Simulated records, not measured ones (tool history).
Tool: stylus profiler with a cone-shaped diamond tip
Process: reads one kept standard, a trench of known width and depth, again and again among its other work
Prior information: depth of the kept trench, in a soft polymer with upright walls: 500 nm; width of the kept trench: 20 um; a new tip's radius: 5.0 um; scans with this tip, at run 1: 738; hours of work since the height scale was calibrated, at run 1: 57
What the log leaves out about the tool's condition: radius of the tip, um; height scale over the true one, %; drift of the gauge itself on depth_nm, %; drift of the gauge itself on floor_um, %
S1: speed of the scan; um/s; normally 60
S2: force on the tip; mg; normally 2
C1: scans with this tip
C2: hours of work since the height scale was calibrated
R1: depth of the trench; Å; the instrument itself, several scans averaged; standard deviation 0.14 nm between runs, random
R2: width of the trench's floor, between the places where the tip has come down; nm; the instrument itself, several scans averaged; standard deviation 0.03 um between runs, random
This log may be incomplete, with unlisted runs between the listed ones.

run,hour,S1,S2,C1,C2,R1,R2
1,0,60,2,738,57,5068.4,15010
2,36.6,60,2,1028,79,5067.5,15000
3,59.2,60,2,1207,93,5066.4,14930
4,86.5,60,0.78,1424,109,5034.5,14650
5,112.3,60,2,1628,125,5066.5,14920
6,133.7,60,2,1798,138,5066.8,14850
7,150,60,5.37,1928,148,5132.7,14990
8,183.9,60,3.46,2197,168,5095.4,14940
9,201.4,60,3.46,2336,179,5097,14940
10,226.4,60,3.46,2534,194,5095.7,14890
11,247.7,60,3.46,2702,207,5095.3,14840
12,274.7,60,3.46,2917,223,5092.7,14840
13,293.5,134,2,3066,235,5062.8,14180
14,310.3,134,2,3199,245,5063.3,14110
15,338.4,134,2,3422,262,5063.3,14120
16,376.2,134,2,3721,285,5064.2,14060
17,406.3,134,2,3960,303,5064,14030
18,424.2,134,2,4102,314,5060.5,13990
19,443.2,60,2,4252,326,5061.1,14510
20,462.2,60,2,4404,337,5060,14480
# hour 464.9: height scale calibrated on a step standard
21,480.4,60,2,4544,9,5058.2,14450
22,509.8,60,2,4777,27,5054.1,14400
# hour 533.3: height scale calibrated on a step standard, once more
23,549,60,2,5084,10,5070.6,14410
24,579.6,113,1.67,5326,28,5060.2,13880
25,601.4,91,1.29,5499,41,5051.7,13990
26,617.4,91,1.29,5626,51,5051.2,13840
27,655.3,64,1.36,5926,74,5052.3,14160
28,680.9,179,1.63,6130,90,5059.5,13280
29,718.5,56,1.04,6428,113,5044.3,14060
30,749.3,56,1.04,6672,131,5043.1,14060
31,771.4,15,0.72,6847,145,5031.2,14380
32,795.3,21,1.74,7037,159,5059.9,14420
33,826.8,21,1.74,7287,178,5060.9,14360
34,863.4,64,2.07,7577,201,5068.3,14060
35,882.7,50,2.85,7730,212,5085.5,14210
36,909.4,43,2.49,7941,229,5078,14160
37,930.5,43,2.49,8109,241,5077.8,14160
38,961.5,43,2.49,8355,260,5075.6,14150
39,995.4,43,2.49,8624,281,5075.3,14090
40,1030.3,108,2,8900,302,5064.4,13570
41,1049.6,29,1.48,9053,314,5048.9,14080
42,1076.2,29,1.48,9264,330,5050.5,14030
43,1097.4,90,2.33,9432,343,5071.5,13630
44,1134,90,2.33,9722,365,5068.7,13600

Forecast each of these 5 alternatives for the next run:
A,1149.6,41,3.07,9846,374,?,?
B,1149.6,60,1.01,9846,374,?,?
C,1149.6,111,0.8,9846,374,?,?
D,1149.6,90,1.53,9846,374,?,?
E,1149.6,62,1.23,9846,374,?,?

run,R1,R2
A,5083.3,13900
B,5034.5,13590
C,5030.4,12910
D,5052.2,13450
E,5040.5,13590
Had the tool no hidden state, the same runs would have come out as:
run,R1,R2
A,5091.2,15360
B,5042.4,15050
C,5038.2,14370
D,5060,14910
E,5048.3,15050
